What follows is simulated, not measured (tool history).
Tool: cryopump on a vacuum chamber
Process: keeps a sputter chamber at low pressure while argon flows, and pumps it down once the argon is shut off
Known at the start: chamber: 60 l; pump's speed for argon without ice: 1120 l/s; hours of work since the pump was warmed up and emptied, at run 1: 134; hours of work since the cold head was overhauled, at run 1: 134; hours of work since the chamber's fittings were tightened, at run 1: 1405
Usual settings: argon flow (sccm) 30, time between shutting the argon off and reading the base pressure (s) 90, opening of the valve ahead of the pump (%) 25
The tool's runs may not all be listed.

run   hour  argon flow (sccm)  time between shutting the argon off and reading the base pressure (s)  opening of the valve ahead of the pump (%)  hours of work since the pump was warmed up and emptied  hours of work since the cold head was overhauled  hours of work since the chamber's fittings were tightened  pressure while argon flows (Pa)  pressure after the wait (uPa)
  1    0.0                 30                                                                     90                                          25                                                     134                                               134                                                       1405                           0.1879                           3.15
  2   15.4                 30                                                                     90                                          25                                                     142                                               142                                                       1412                           0.1885                           3.20
  3   29.6                 30                                                                     90                                          25                                                     148                                               148                                                       1419                           0.1873                           3.04
  4   42.0                 30                                                                     90                                          25                                                     154                                               154                                                       1425                           0.1894                           3.17
  5   53.6                 30                                                                     90                                          25                                                     160                                               160                                                       1431                           0.1891                           3.13
  6   68.7                 30                                                                     90                                          25                                                     167                                               167                                                       1438                           0.1892                           3.20
  7   75.7                 30                                                                     90                                          25                                                     170                                               170                                                       1441                           0.1907                           3.13
  8   88.2                 30                                                                     90                                          25                                                     176                                               176                                                       1447                           0.1908                           3.19
  9  103.8                 30                                                                     90                                          25                                                     184                                               184                                                       1455                           0.1899                           3.25
 10  116.9                 30                                                                     90                                          25                                                     190                                               190                                                       1461                           0.1904                           3.30
 11  129.3                 30                                                                     90                                          25                                                     196                                               196                                                       1467                           0.1907                           3.18
 12  139.8                 30                                                                     90                                          25                                                     201                                               201                                                       1472                           0.1919                           3.34
 13  151.0                 30                                                                     90                                          25                                                     206                                               206                                                       1477                           0.1916                           3.30
 14  159.2                 30                                                                     90                                          25                                                     210                                               210                                                       1481                           0.1920                           3.27
 15  169.6                 30                                                                     90                                          25                                                     215                                               215                                                       1486                           0.1914                           3.33
 16  180.8                 30                                                                     90                                          25                                                     220                                               220                                                       1491                           0.1931                           3.33
 17  196.4                 30                                                                     90                                          25                                                     228                                               228                                                       1499                           0.1939                           3.32
 18  212.0                 30                                                                    173                                          25                                                     235                                               235                                                       1506                           0.1936                           2.71
 19  227.6                 30                                                                    189                                          25                                                     243                                               243                                                       1513                           0.1936                           2.69
 20  240.2                 30                                                                    189                                          25                                                     249                                               249                                                       1519                           0.1930                           2.71
 21  253.4                 30                                                                    189                                          25                                                     255                                               255                                                       1526                           0.1953                           2.74
 22  268.9                 30                                                                     90                                          42                                                     262                                               262                                                       1533                           0.1224                           3.43
 23  275.5                 30                                                                     90                                          42                                                     266                                               266                                                       1536                           0.1216                           3.60
 24  282.7                 30                                                                     90                                          27                                                     269                                               269                                                       1540                           0.1804                           3.53
 25  295.6                 24                                                                     21                                          25                                                     275                                               275                                                       1546                           0.1556                           8.15
 26  304.9                 24                                                                     21                                          25                                                     280                                               280                                                       1550                           0.1567                           8.09
 27  315.3                 13                                                                     90                                          47                                                     285                                               285                                                       1555                           0.0489                           3.49
 28  324.2                 42                                                                     83                                          30                                                     289                                               289                                                       1559                           0.2321                           3.56
 29  330.8                 18                                                                    161                                          53                                                     292                                               292                                                       1563                           0.0603                           2.95
 30  339.9                 60                                                                     26                                          54                                                     296                                               296                                                       1567                           0.2035                           6.91
 31  353.8                 45                                                                     32                                          24                                                     303                                               303                                                       1574                           0.3106                           6.17
 32  360.8                 45                                                                     32                                          24                                                     306                                               306                                                       1577                           0.3083                           6.33
 33  372.2                 54                                                                     35                                          41                                                     312                                               312                                                       1582                           0.2298                           5.71
 34  385.8                 54                                                                     35                                          41                                                     318                                               318                                                       1589                           0.2315                           5.84

Hidden state or all else? Some run-to-run changes of pressure while argon flows (Pa), split into what the settings, what came in and random variation would give without the hidden state, and what is left for the hidden state (with any gauge scatter that isn't in both results):
The hidden state here: pump's speed, % of a pump's without ice; cold plate's temperature, K; leak into the chamber, uPa l/s; drift of the gauge itself on working_pa, %; drift of the gauge itself on base_upa, %.
Run 27 -> 28: argon flow (sccm) 13 -> 42, time between shutting the argon off and reading the base pressure (s) 90 -> 83, opening of the valve ahead of the pump (%) 47 -> 30. pressure while argon flows (Pa) +0.1832: hidden state +0.0151, all else +0.1681.
Run 28 -> 29: argon flow (sccm) 42 -> 18, time between shutting the argon off and reading the base pressure (s) 83 -> 161, opening of the valve ahead of the pump (%) 30 -> 53. pressure while argon flows (Pa) -0.1718: hidden state -0.0124, all else -0.1594.
Run 29 -> 30: argon flow (sccm) 18 -> 60, time between shutting the argon off and reading the base pressure (s) 161 -> 26, opening of the valve ahead of the pump (%) 53 -> 54. pressure while argon flows (Pa) +0.1432: hidden state +0.0233, all else +0.1199.

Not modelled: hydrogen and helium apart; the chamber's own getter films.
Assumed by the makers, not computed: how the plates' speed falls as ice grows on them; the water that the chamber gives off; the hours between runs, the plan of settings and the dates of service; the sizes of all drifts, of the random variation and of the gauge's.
